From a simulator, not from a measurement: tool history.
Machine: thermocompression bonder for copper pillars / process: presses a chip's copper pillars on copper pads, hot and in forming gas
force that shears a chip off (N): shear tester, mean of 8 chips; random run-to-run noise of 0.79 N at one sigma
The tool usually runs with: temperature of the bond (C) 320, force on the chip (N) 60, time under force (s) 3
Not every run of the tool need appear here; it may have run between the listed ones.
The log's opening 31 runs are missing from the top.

| run | hour | temperature of the bond (C) | force on the chip (N) | time under force (s) | hours of work since the heater was calibrated | hours of work since the force cell was calibrated | hours of work since the gas filter was changed | force that shears a chip off (N) |
|---|---|---|---|---|---|---|---|---|
| 32 | 195.7 | 292 | 60 | 3 | 843 | 208 | 91 | 41.8 |
| 33 | 201.4 | 292 | 60 | 3 | 847 | 212 | 95 | 41.4 |
| 34 | 205.8 | 292 | 60 | 3 | 851 | 215 | 98 | 42.2 |
| 35 | 214.8 | 321 | 55 | 2 | 857 | 221 | 105 | 44.1 |
| 36 | 222.6 | 302 | 65 | 8 | 863 | 227 | 111 | 70.1 |
| 37 | 231.3 | 302 | 65 | 8 | 869 | 233 | 117 | 71.2 |
| 38 | 238.7 | 297 | 60 | 5 | 874 | 239 | 122 | 52.6 |
| 39 | 244 | 347 | 60 | 2 | 878 | 243 | 126 | 61.3 |

Predict each of these 4 candidate next runs independently; none follows another, all start after run 39:
| A | 251.1 | 315 | 63 | 3 | 883 | 248 | 131 | ? |
| B | 251.1 | 347 | 60 | 4 | 883 | 248 | 131 | ? |
| C | 251.1 | 316 | 42 | 2 | 883 | 248 | 131 | ? |
| D | 251.1 | 342 | 38 | 3 | 883 | 248 | 131 | ? |

| run | force that shears a chip off (N) |
|---|---|
| A | 55.2 |
| B | 75.6 |
| C | 31.7 |
| D | 40.4 |
The same runs, with their run-to-run variation unchanged, on a tool lacking any hidden condition would have given:
| run | force that shears a chip off (N) |
|---|---|
| A | 61.1 |
| B | 82.3 |
| C | 35.4 |
| D | 44.8 |
